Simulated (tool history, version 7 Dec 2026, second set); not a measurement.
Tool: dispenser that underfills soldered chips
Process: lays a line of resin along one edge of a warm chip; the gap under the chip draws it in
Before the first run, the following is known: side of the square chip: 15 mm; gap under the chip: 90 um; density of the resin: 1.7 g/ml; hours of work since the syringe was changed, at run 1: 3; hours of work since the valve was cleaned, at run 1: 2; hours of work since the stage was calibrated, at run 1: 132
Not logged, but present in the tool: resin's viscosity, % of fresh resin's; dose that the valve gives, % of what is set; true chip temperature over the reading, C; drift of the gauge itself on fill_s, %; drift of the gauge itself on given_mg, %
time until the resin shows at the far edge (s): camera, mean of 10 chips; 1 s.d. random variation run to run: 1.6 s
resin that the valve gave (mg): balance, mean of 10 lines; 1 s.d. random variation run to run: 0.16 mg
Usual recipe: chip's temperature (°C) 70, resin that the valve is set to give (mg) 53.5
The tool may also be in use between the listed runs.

run	hour	chip's temperature (°C)	resin that the valve is set to give (mg)	hours of work since the syringe was changed	hours of work since the valve was cleaned	hours of work since the stage was calibrated	time until the resin shows at the far edge (s)	resin that the valve gave (mg)
1	0.0	70	53.5	3	2	132	213.2	53.54
# hour 6.2: new syringe of resin
2	9.0	62	53.5	2	8	139	250.4	52.98
3	15.7	70	53.5	7	13	144	286.1	53.02
# hour 17.5: new syringe of resin
4	24.4	70	53.5	5	19	150	246.6	52.77
# hour 28.3: new syringe of resin
5	33.4	70	66.5	4	25	156	218.5	65.04
# hour 39.1: new syringe of resin
6	45.7	70	66.5	5	34	165	232.9	64.71
# hour 50.1: new syringe of resin
7	52.8	70	66.5	2	39	170	186.4	64.28
8	58.4	70	53.5	6	43	174	266.8	51.36
# hour 60.9: new syringe of resin
9	65.0	70	53.5	3	48	179	211.6	51.10
# hour 72.0: new syringe of resin
10	73.8	61	61.3	1	54	185	245.5	58.48
# hour 83.1: new syringe of resin
11	84.6	61	61.3	1	62	193	243.7	57.77
12	89.5	76	61.2	5	65	196	199.1	57.74
# hour 93.8: new syringe of resin
# hour 95.5: dispensing valve cleaned and set on the balance
13	100.9	76	61.2	4	4	204	188.8	61.24
# hour 105.5: new syringe of resin
14	113.1	71	54.9	6	13	212	250.4	53.98
# hour 116.2: new syringe of resin
15	122.7	71	54.9	5	20	219	237.9	53.86

What if the next run were any one of these 3? Each begins from the tool's condition after run 15:
# hour 127.0: new syringe of resin
A	132.0	60	69.3	4	26	226	?	?
# hour 127.0: new syringe of resin
B	132.0	76	60.5	4	26	226	?	?
# hour 127.0: new syringe of resin
C	132.0	71	48.5	4	26	226	?	?

run	time until the resin shows at the far edge (s)	resin that the valve gave (mg)
A	308.7	67.35
B	181.1	59.23
C	217.9	47.44
Stripped of hidden state, with their random variation kept, the same runs would have yielded:
run	time until the resin shows at the far edge (s)	resin that the valve gave (mg)
A	223.0	68.97
B	131.1	60.65
C	157.0	48.59
